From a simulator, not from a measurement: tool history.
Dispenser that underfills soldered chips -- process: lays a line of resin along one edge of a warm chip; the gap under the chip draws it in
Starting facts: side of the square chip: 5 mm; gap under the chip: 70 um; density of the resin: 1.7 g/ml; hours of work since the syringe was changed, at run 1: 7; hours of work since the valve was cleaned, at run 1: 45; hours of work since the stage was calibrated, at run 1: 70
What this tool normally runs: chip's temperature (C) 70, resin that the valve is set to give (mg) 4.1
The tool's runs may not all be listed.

| run | hour | chip's temperature (C) | resin that the valve is set to give (mg) | hours of work since the syringe was changed | hours of work since the valve was cleaned | hours of work since the stage was calibrated | time until the resin shows at the far edge (s) | resin that the valve gave (mg) |
|---|---|---|---|---|---|---|---|---|
| 1 | 0 | 70 | 4.1 | 7 | 45 | 70 | 28.6 | 3.93 |
| 2 | 4.3 | 70 | 4.1 | 10 | 48 | 74 | 36 | 3.87 |
|  | 5.1 | new syringe of resin |
| 3 | 9.7 | 70 | 4.1 | 3 | 52 | 77 | 22.7 | 3.92 |
| 4 | 13.7 | 70 | 4.34 | 6 | 55 | 80 | 27.1 | 4.1 |
|  | 19.2 | new syringe of resin |
| 5 | 19.8 | 70 | 4.34 | 0 | 59 | 85 | 18.3 | 4.19 |
| 6 | 26.2 | 70 | 4.34 | 5 | 64 | 89 | 24.5 | 4.19 |
| 7 | 30.6 | 70 | 4.34 | 8 | 67 | 93 | 32.1 | 4.05 |
|  | 33.5 | new syringe of resin |
| 8 | 36.4 | 70 | 4.34 | 2 | 71 | 97 | 20.8 | 4.09 |
| 9 | 43 | 70 | 4.34 | 7 | 76 | 102 | 28.6 | 4.12 |
| 10 | 47.1 | 70 | 4.1 | 10 | 79 | 105 | 35.9 | 3.85 |
|  | 47.9 | new syringe of resin |
| 11 | 52.7 | 61 | 4.24 | 4 | 83 | 108 | 35.9 | 4.01 |
| 12 | 55.9 | 81 | 3.7 | 6 | 85 | 111 | 16 | 3.39 |
|  | 62 | new syringe of resin |
| 13 | 62.6 | 75 | 4.65 | 0 | 90 | 116 | 13.3 | 4.41 |
| 14 | 69.3 | 64 | 4.18 | 5 | 95 | 121 | 35.2 | 3.93 |
| 15 | 74.7 | 70 | 3.75 | 9 | 99 | 125 | 36 | 3.47 |
|  | 76.5 | new syringe of resin |
| 16 | 78.8 | 70 | 4.01 | 2 | 102 | 127 | 20.2 | 3.74 |
| 17 | 83.6 | 70 | 4.17 | 5 | 105 | 131 | 25.2 | 3.83 |
| 18 | 88.6 | 56 | 4.77 | 9 | 109 | 135 | 68.2 | 4.4 |
|  | 90.8 | new syringe of resin |
|  | 95.9 | dispensing valve cleaned and set on the balance |
| 19 | 96.3 | 74 | 4.4 | 3 | 0 | 139 | 17.5 | 4.4 |
| 20 | 100.3 | 81 | 4.4 | 6 | 3 | 142 | 15.7 | 4.39 |

Hidden state or all else? Some run-to-run changes of time until the resin shows at the far edge (s), split into what the settings, what came in and random variation would give without the hidden state, and what is left for the hidden state (with any gauge scatter that isn't in both results):
What the log doesn't record here: resin's viscosity, % of fresh resin's; dose that the valve gives, % of what is set; true chip temperature over the reading, C; drift of the gauge itself on fill_s, %; drift of the gauge itself on given_mg, %.
Run 17 -> 18: chip's temperature (C) 70 -> 56, resin that the valve is set to give (mg) 4.17 -> 4.77. time until the resin shows at the far edge (s) +43: hidden state +23.8, all else +19.2.
Run 18 -> 19: chip's temperature (C) 56 -> 74, resin that the valve is set to give (mg) 4.77 -> 4.4, new syringe of resin, dispensing valve cleaned and set on the balance. time until the resin shows at the far edge (s) -50.7: hidden state -28.3, all else -22.4.

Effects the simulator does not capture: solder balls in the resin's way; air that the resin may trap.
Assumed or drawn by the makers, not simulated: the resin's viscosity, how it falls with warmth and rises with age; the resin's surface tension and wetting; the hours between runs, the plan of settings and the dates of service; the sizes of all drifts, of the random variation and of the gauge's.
